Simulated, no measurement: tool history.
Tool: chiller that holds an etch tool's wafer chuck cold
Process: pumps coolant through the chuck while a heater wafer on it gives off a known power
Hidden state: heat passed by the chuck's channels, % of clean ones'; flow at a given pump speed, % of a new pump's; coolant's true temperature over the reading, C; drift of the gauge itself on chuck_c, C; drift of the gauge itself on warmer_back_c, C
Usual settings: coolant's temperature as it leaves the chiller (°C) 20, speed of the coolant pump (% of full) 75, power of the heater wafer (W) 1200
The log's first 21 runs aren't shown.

run   hour  coolant's temperature as it leaves the chiller (°C)  speed of the coolant pump (% of full)  power of the heater wafer (W)  hours since the coolant was changed and the channels were flushed  hours since the pump was overhauled  hours since the chiller's thermometer was calibrated  chuck's temperature once it has settled (°C)  how much warmer the coolant comes back (C)
 22  530.7                                                   16                                     76                           1054                                                               4024                                  560                                                    93                                          26.4                                        3.87
 23  565.1                                                   11                                     84                           1366                                                               4059                                  594                                                   127                                            23                                        4.54
 24  587.4                                                   20                                     75                           1200                                                               4081                                  617                                                   149                                          31.7                                        4.52
     607.3  -- chiller's thermometer calibrated, once more
 25  608.5                                                   20                                     75                           1200                                                               4101                                  637                                                     1                                          32.1                                        4.46
 26  640.9                                                   20                                     75                            910                                                               4134                                  669                                                    34                                          29.4                                         3.4
 27  673.4                                                   19                                     65                           1555                                                               4166                                  702                                                    66                                          36.8                                        6.88
 28  702.9                                                   11                                     94                            792                                                               4196                                  731                                                    96                                          17.5                                        2.28
 29    737                                                   13                                     85                           1611                                                               4230                                  765                                                   130                                          27.5                                        5.24
 30  764.2                                                   13                                     85                           1611                                                               4257                                  792                                                   157                                          27.6                                        5.18
 31  781.4                                                   22                                     65                            826                                                               4274                                  810                                                   174                                          31.5                                        3.68
 32  815.3                                                   22                                     65                            826                                                               4308                                  844                                                   208                                          31.6                                        3.62

4 ways to go on from here, each from the tool as it stands after run 32. What would each give?
  A  841.8                                                   20                                     95                           1200                                                               4335                                  870                                                   235                                             ?                                           ?
  B  841.8                                                   22                                     75                           1200                                                               4335                                  870                                                   235                                             ?                                           ?
  C  841.8                                                   28                                     73                            603                                                               4335                                  870                                                   235                                             ?                                           ?
  D  841.8                                                   26                                     75                            662                                                               4335                                  870                                                   235                                             ?                                           ?

run  chuck's temperature once it has settled (°C)  how much warmer the coolant comes back (C)
  A                                            30                                        3.47
  B                                          34.1                                        4.58
  C                                          34.1                                        2.38
  D                                          32.8                                         2.5
Without the tool's hidden state the same runs would have given:
run  chuck's temperature once it has settled (°C)  how much warmer the coolant comes back (C)
  A                                          29.3                                        3.39
  B                                          33.3                                        4.47
  C                                          33.7                                        2.32
  D                                          32.4                                        2.44

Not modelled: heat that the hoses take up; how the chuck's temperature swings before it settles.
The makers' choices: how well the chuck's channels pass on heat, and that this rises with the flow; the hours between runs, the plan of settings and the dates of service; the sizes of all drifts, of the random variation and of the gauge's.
